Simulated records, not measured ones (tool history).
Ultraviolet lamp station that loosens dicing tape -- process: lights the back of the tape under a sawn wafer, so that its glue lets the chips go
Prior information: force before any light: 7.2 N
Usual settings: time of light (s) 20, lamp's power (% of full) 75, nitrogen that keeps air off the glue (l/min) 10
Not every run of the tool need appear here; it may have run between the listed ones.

| run | day | time of light (s) | lamp's power (% of full) | nitrogen that keeps air off the glue (l/min) | force that peels the tape off (N) | light that reached the tape (J/m2) |
|---|---|---|---|---|---|---|
| 1 | 0 | 20 | 75 | 10 | 0.369 | 4000 |
| 2 | 2.533 | 20 | 75 | 10 | 0.386 | 3960 |
| 3 | 4.25 | 19 | 75 | 10 | 0.449 | 3780 |
| 4 | 6.525 | 19 | 75 | 10 | 0.47 | 3710 |
| 5 | 8.167 | 19 | 75 | 10 | 0.474 | 3690 |
|  | 9.583 | window cleaned of glue's vapour |
| 6 | 9.796 | 19 | 75 | 10 | 0.442 | 3760 |
| 7 | 12.388 | 19 | 75 | 19 | 0.353 | 3700 |
| 8 | 14.688 | 20 | 97 | 10 | 0.234 | 5040 |
| 9 | 17.554 | 20 | 97 | 10 | 0.234 | 4960 |
| 10 | 18.971 | 20 | 97 | 10 | 0.236 | 4920 |
| 11 | 20.846 | 20 | 97 | 10 | 0.247 | 4900 |
| 12 | 22.767 | 20 | 97 | 10 | 0.248 | 4780 |
| 13 | 25.442 | 14 | 75 | 10 | 1.04 | 2540 |
| 14 | 27.25 | 20 | 75 | 10 | 0.484 | 3600 |
| 15 | 29.925 | 20 | 75 | 10 | 0.499 | 3610 |
| 16 | 33.017 | 20 | 75 | 8 | 0.565 | 3510 |
| 17 | 35.204 | 20 | 75 | 10 | 0.513 | 3470 |
| 18 | 36.625 | 20 | 75 | 10 | 0.568 | 3480 |
|  | 38.617 | window cleaned of glue's vapour |
| 19 | 39.483 | 20 | 75 | 10 | 0.526 | 3620 |
| 20 | 41.162 | 20 | 75 | 10 | 0.493 | 3520 |
| 21 | 43.025 | 20 | 75 | 5 | 0.74 | 3520 |
| 22 | 44.796 | 17 | 68 | 14 | 0.816 | 2690 |
|  | 47.971 | lamp changed |
| 23 | 47.996 | 20 | 75 | 4 | 0.426 | 4830 |
| 24 | 50.188 | 29 | 93 | 15 | 0.111 | 8630 |
| 25 | 52.675 | 29 | 65 | 15 | 0.156 | 5870 |
| 26 | 54.117 | 29 | 65 | 15 | 0.152 | 5890 |
| 27 | 57.083 | 21 | 65 | 15 | 0.276 | 4220 |
| 28 | 59.571 | 20 | 75 | 4 | 0.478 | 4550 |
| 29 | 61.942 | 28 | 95 | 5 | 0.127 | 8080 |
| 30 | 63.733 | 20 | 65 | 8 | 0.451 | 3890 |
| 31 | 66.617 | 37 | 73 | 10 | 0.128 | 8010 |
|  | 67.675 | window cleaned of glue's vapour |
| 32 | 69.542 | 37 | 73 | 10 | 0.119 | 8150 |
| 33 | 72.475 | 28 | 94 | 10 | 0.114 | 7930 |
| 34 | 74.133 | 15 | 72 | 7 | 0.756 | 3220 |
| 35 | 76.054 | 38 | 71 | 10 | 0.122 | 8010 |

The next listed run, before its measurement:
| 36 | 77.55 | 12 | 71 | 7 | ? | ? |

Run 36 yielded force that peels the tape off (N) 1.209, light that reached the tape (J/m2) 2480.
Without the tool's hidden state the same run would have given force that peels the tape off (N) 0.991, light that reached the tape (J/m2) 2770.
